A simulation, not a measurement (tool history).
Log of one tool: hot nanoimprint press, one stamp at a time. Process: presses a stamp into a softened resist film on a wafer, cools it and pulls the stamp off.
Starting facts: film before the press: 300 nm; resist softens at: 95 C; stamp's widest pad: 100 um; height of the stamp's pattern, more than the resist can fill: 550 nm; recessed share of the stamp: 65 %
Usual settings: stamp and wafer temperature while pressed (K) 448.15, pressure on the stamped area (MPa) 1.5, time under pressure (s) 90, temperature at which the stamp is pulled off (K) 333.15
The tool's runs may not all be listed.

| run | day | stamp and wafer temperature while pressed (K) | pressure on the stamped area (MPa) | time under pressure (s) | temperature at which the stamp is pulled off (K) | resist left under the stamp's widest pad (nm) | greatest force while the stamp is pulled off (N) |
|---|---|---|---|---|---|---|---|
| 1 | 0 | 448.15 | 1.5 | 90 | 333.15 | 153.3 | 192 |
| 2 | 0.579 | 448.15 | 1.5 | 90 | 333.15 | 154.7 | 201 |
| 3 | 0.929 | 448.15 | 1.5 | 90 | 333.15 | 156.3 | 204 |
| 4 | 1.246 | 448.15 | 2.09 | 90 | 333.15 | 133.8 | 204 |
| 5 | 1.492 | 448.15 | 2.09 | 90 | 333.15 | 134.4 | 206 |
| 6 | 2.008 | 448.15 | 2.09 | 90 | 333.15 | 134.1 | 197 |
| 7 | 2.438 | 448.15 | 2.09 | 90 | 333.15 | 134.4 | 200 |
| 8 | 2.958 | 448.15 | 2.09 | 90 | 333.15 | 135.1 | 203 |
| 9 | 3.475 | 448.15 | 2.09 | 90 | 333.15 | 134.9 | 198 |
| 10 | 3.988 | 448.15 | 2.09 | 90 | 333.15 | 135.2 | 197 |
| 11 | 4.338 | 448.15 | 2.09 | 90 | 336.15 | 135.3 | 190 |
| 12 | 4.633 | 448.15 | 2.09 | 90 | 336.15 | 135.5 | 194 |
| 13 | 5.2 | 448.15 | 1.5 | 90 | 333.15 | 158.7 | 205 |
| 14 | 5.483 | 448.15 | 1.5 | 90 | 333.15 | 157.4 | 196 |
| 15 | 5.921 | 448.15 | 1.5 | 90 | 333.15 | 156.1 | 206 |
| 16 | 6.217 | 450.15 | 1.5 | 90 | 333.15 | 147.6 | 199 |
| 17 | 6.788 | 448.15 | 2.14 | 90 | 333.15 | 134.2 | 204 |
| 18 | 7.112 | 448.15 | 2.14 | 90 | 333.15 | 134 | 205 |
| 19 | 7.433 | 448.15 | 2.14 | 90 | 333.15 | 135 | 202 |
| 20 | 7.992 | 458.15 | 2.14 | 69 | 333.15 | 114.1 | 205 |
| 21 | 8.792 | 458.15 | 2.14 | 69 | 333.15 | 111.9 | 195 |
| 22 | 9.046 | 447.15 | 0.9 | 90 | 333.15 | 191.2 | 206 |
| 23 | 9.35 | 439.15 | 2.14 | 90 | 333.15 | 169.5 | 204 |
| 24 | 9.704 | 439.15 | 2.14 | 165 | 319.15 | 137.6 | 243 |
| 25 | 10.146 | 439.15 | 1.49 | 165 | 319.15 | 159.6 | 237 |
| 26 | 10.629 | 440.15 | 1.71 | 93 | 333.15 | 178.2 | 200 |
| 27 | 11.125 | 459.15 | 1.71 | 93 | 337.15 | 108.2 | 183 |
| 28 | 11.675 | 444.15 | 1.71 | 64 | 336.15 | 182.7 | 191 |
| 29 | 12.012 | 448.15 | 1.5 | 53 | 325.15 | 184.5 | 226 |

Between the runs listed above, the log contained 3 entries, not reproduced here. Where in the sequence does each belong, and how does what the log doesn't record of the tool's condition differ from the listed run before to the listed run after?
Run 16 -> run 17: plate thermocouple calibrated (day 6.642)
  true temperature over the reading, C: -0.08 -> 0; pressure that arrives at the usual setting, %: 99.96 -> 99.95; drift of the gauge itself on residual_nm, %: 1.98 -> 2.12
  the result without the hidden state subtracted from the measured one, resist left under the stamp's widest pad (nm): +3.2 -> +2.8
Run 20 -> run 21: stamp cleaned and given a new release coat (day 8.521); gauge calibrated (day 8.712)
  true temperature over the reading, C: 0 -> -0.01; grip of the stamp's worn release coat, % over a new coat's: 1.4 -> 0; drift of the gauge itself on residual_nm, %: 2.5 -> 0.03
  the result without the hidden state subtracted from the measured one, resist left under the stamp's widest pad (nm): +2.8 -> +0.1

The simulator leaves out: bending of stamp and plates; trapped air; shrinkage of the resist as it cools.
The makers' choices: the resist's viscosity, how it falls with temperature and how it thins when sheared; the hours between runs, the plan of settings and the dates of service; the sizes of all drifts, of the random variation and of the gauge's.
